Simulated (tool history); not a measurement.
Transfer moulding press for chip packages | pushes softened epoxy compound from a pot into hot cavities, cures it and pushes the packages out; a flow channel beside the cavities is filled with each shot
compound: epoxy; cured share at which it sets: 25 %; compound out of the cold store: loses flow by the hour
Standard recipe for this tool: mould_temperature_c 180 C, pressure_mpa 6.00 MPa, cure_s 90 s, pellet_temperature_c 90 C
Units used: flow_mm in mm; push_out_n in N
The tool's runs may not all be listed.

| run | hour | mould_temperature_c | pressure_mpa | cure_s | pellet_temperature_c | incoming compound's hours out of the cold store | flow_mm | push_out_n |
|---|---|---|---|---|---|---|---|---|
| 1 | 0.0 | 180 | 6.00 | 90 | 90 | 26.0 | 745 | 512 |
|  | 28.3 | plunger's sealing rings changed |
| 2 | 28.3 | 180 | 6.00 | 90 | 90 | 20.0 | 822 | 806 |
|  | 37.0 | cavities cleaned with cleaning compound and waxed |
| 3 | 51.1 | 180 | 6.00 | 90 | 90 | 11.4 | 874 | 737 |
|  | 71.9 | cavities cleaned with cleaning compound and waxed |
| 4 | 72.5 | 180 | 6.00 | 90 | 90 | 20.6 | 811 | 518 |
| 5 | 90.6 | 180 | 5.63 | 90 | 90 | 27.8 | 738 | 753 |
|  | 106.9 | cavities cleaned with cleaning compound and waxed |
| 6 | 109.4 | 180 | 6.00 | 90 | 90 | 21.6 | 800 | 570 |
| 7 | 137.3 | 180 | 6.00 | 90 | 90 | 27.0 | 759 | 880 |
|  | 141.6 | cavities cleaned with cleaning compound and waxed |
| 8 | 153.0 | 188 | 6.00 | 106 | 99 | 32.2 | 714 | 568 |
| 9 | 167.1 | 182 | 6.00 | 100 | 90 | 46.4 | 645 | 692 |
|  | 177.0 | cavities cleaned with cleaning compound and waxed |
| 10 | 182.4 | 185 | 5.74 | 100 | 90 | 17.9 | 785 | 518 |
| 11 | 197.5 | 187 | 7.37 | 100 | 95 | 34.6 | 771 | 643 |
|  | 213.0 | cavities cleaned with cleaning compound and waxed |
| 12 | 216.2 | 176 | 4.63 | 97 | 83 | 23.8 | 681 | 639 |
| 13 | 237.5 | 179 | 6.00 | 90 | 90 | 30.0 | 732 | 803 |
|  | 248.7 | cavities cleaned with cleaning compound and waxed |
| 14 | 254.7 | 180 | 5.64 | 96 | 86 | 34.1 | 682 | 563 |

5 ways to go on from here, each from the tool as it stands after run 14. What would each give?
| A | 268.3 | 184 | 6.00 | 90 | 90 | 36.5 | ? | ? |
| B | 268.3 | 180 | 5.64 | 112 | 86 | 45.4 | ? | ? |
| C | 268.3 | 180 | 6.00 | 90 | 83 | 45.9 | ? | ? |
| D | 268.3 | 180 | 5.40 | 121 | 84 | 14.0 | ? | ? |
| E | 268.3 | 173 | 7.43 | 90 | 90 | 21.6 | ? | ? |

| run | flow_mm | push_out_n |
|---|---|---|
| A | 684 | 697 |
| B | 621 | 667 |
| C | 637 | 778 |
| D | 780 | 685 |
| E | 881 | 1139 |
What these runs would have given with no unlogged condition in the tool:
| run | flow_mm | push_out_n |
|---|---|---|
| A | 715 | 455 |
| B | 649 | 438 |
| C | 666 | 506 |
| D | 816 | 447 |
| E | 920 | 732 |
